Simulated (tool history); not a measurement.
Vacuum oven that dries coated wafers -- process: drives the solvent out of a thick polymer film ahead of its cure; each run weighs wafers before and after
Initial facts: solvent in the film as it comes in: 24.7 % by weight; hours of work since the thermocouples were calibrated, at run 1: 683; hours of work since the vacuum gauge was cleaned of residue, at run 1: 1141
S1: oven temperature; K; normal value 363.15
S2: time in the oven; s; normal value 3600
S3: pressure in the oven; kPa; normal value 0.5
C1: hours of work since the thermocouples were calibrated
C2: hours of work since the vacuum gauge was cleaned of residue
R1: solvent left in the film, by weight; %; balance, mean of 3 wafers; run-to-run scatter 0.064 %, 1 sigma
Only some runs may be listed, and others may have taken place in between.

run	hour	S1	S2	S3	C1	C2	R1
1	0	363.15	3600	0.5	683	1141	4.38
2	20.2	363.15	3600	0.5	695	1153	4.58
3	34.7	363.15	3600	0.5	703	1161	4.56
4	54.3	363.15	3600	0.5	715	1173	4.56
5	71.7	363.15	3600	0.5	725	1183	4.51
6	90.8	363.15	3600	0.943	736	1194	4.69
7	106.4	363.15	3600	0.943	746	1204	4.67
# hour 111.1: oven's thermocouples calibrated
8	131.9	363.15	3600	0.5	12	1218	4.82
9	162.9	363.15	3600	0.421	31	1236	4.77
10	189.1	363.15	3600	0.421	46	1251	4.7
11	204.8	363.15	3600	0.421	55	1261	4.86
12	231.2	371.15	3600	0.5	71	1276	1.85
13	247.5	376.15	6000	0.647	81	1286	0.41
14	281.2	376.15	6000	0.647	101	1306	0.46
# hour 295.8: vacuum gauge cleaned of residue and calibrated
15	296.6	376.15	6000	0.647	109	0	0.26

How the hidden state differs across the entries between the runs, from the last listed run before each to the first after it:
From run 7 to run 8: oven's thermocouples calibrated (hour 111.1)
  true wafer temperature over the reading, C: -1.06 -> -1.54; true pressure over the reading, kPa: 0.346 -> 0.35
  difference, measured minus the result without the unlogged condition, R1: +0.59 -> +0.81 %
From run 14 to run 15: vacuum gauge cleaned of residue and calibrated (hour 295.8)
  true wafer temperature over the reading, C: -1.69 -> -1.7; true pressure over the reading, kPa: 0.377 -> -0.005
  difference, measured minus the result without the unlogged condition, R1: +0.16 -> +0.04 %
